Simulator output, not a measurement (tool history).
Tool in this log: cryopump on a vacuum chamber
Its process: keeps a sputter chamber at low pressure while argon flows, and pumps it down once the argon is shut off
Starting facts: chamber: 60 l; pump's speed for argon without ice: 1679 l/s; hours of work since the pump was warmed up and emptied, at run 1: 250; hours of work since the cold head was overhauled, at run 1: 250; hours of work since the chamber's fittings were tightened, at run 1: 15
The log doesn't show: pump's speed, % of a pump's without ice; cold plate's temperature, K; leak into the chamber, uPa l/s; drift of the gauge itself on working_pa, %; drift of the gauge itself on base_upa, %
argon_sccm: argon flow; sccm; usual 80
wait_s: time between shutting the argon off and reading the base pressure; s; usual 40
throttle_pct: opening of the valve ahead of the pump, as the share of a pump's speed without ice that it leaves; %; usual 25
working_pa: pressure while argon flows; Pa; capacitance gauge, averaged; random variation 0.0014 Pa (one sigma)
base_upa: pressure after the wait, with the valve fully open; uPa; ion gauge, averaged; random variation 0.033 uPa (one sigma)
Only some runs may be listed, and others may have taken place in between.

| run | hour | argon_sccm | wait_s | throttle_pct | hours of work since the pump was warmed up and emptied | hours of work since the cold head was overhauled | hours of work since the chamber's fittings were tightened | working_pa | base_upa |
|---|---|---|---|---|---|---|---|---|---|
| 1 | 0.0 | 80 | 40 | 25 | 250 | 250 | 15 | 0.3305 | 1.80 |
| 2 | 88.3 | 110 | 40 | 25 | 319 | 319 | 84 | 0.4616 | 1.95 |
| 3 | 203.3 | 110 | 40 | 25 | 408 | 408 | 174 | 0.4710 | 2.14 |
| 4 | 266.7 | 110 | 40 | 25 | 458 | 458 | 223 | 0.4732 | 2.26 |
|  | 337.1 | pump warmed up, emptied and cooled again |
| 5 | 344.3 | 80 | 40 | 25 | 6 | 514 | 280 | 0.3233 | 2.15 |
| 6 | 449.5 | 80 | 40 | 25 | 88 | 596 | 362 | 0.3248 | 2.40 |
| 7 | 503.3 | 158 | 40 | 25 | 130 | 638 | 404 | 0.6502 | 2.45 |
| 8 | 618.2 | 158 | 40 | 25 | 219 | 728 | 493 | 0.6642 | 2.54 |
| 9 | 669.4 | 158 | 40 | 25 | 259 | 768 | 533 | 0.6576 | 2.67 |
| 10 | 761.3 | 158 | 40 | 25 | 331 | 839 | 605 | 0.6722 | 2.89 |
| 11 | 821.2 | 158 | 40 | 25 | 377 | 886 | 651 | 0.6672 | 3.10 |
| 12 | 922.0 | 34 | 36 | 25 | 456 | 964 | 730 | 0.1473 | 3.39 |

Predict the results of run 13:
|  | 991.0 | pump warmed up, emptied and cooled again |
| 13 | 1005.7 | 54 | 36 | 25 | 11 | 1026 | 791 | ? | ? |

working_pa: 0.2181 Pa
base_upa: 3.16 uPa
The same run, on a tool lacking any hidden state, would have yielded working_pa 0.2167 Pa, base_upa 1.92 uPa.
